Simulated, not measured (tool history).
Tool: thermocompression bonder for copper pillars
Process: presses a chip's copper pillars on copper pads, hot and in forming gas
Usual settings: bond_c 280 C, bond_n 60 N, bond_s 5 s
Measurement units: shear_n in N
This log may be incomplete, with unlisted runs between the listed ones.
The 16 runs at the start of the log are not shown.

run	hour	bond_c	bond_n	bond_s	hours of work since the heater was calibrated	hours of work since the force cell was calibrated	hours of work since the gas filter was changed	shear_n
17	445.8	280	60	5	476	1465	96	75.1
18	485.4	280	60	5	504	1493	124	75.1
19	502.6	280	60	5	516	1505	136	75.1
20	540.1	280	60	5	543	1531	163	75.0
21	572.2	280	74	5	565	1554	185	79.5
22	590.8	301	79	5	578	1567	198	90.9
23	630.3	266	79	3	606	1595	226	62.0
24	664.1	270	79	5	630	1618	250	74.6
25	685.2	256	50	6	645	1633	265	57.9
26	710.2	276	50	6	662	1651	282	72.0
27	736.2	276	50	6	681	1669	300	71.9
# hour 747.9: force cell calibrated
28	763.0	276	50	6	698	11	318	71.5
29	787.7	280	45	4	716	28	336	64.8
30	829.1	280	45	4	745	57	365	65.0
31	864.7	274	83	6	770	82	390	81.1
32	901.0	274	83	6	795	108	415	81.3
# hour 919.6: forming gas filter changed
33	940.6	274	83	6	823	135	15	81.1
34	971.9	257	51	13	845	157	37	73.5
35	998.2	257	51	12	863	176	55	71.8
36	1019.4	257	60	9	878	191	70	69.9
37	1044.0	257	60	9	896	208	87	70.2
38	1079.9	297	87	3	921	233	113	83.9
39	1099.1	280	36	4	934	247	126	59.8
40	1138.3	250	81	4	962	274	154	57.0
41	1177.1	250	37	9	989	301	181	54.4

Consider 3 possible next runs. They are alternatives, not a sequence: every one starts from the tool as it was left by run 41. What does each give?
A	1215.3	250	37	3	1016	328	208	?
B	1215.3	284	60	11	1016	328	208	?
C	1215.3	283	39	7	1016	328	208	?

run	shear_n
A	36.2
B	89.3
C	73.9
Stripped of hidden state, with their random variation kept, the same runs would have yielded:
run	shear_n
A	36.2
B	89.4
C	74.0
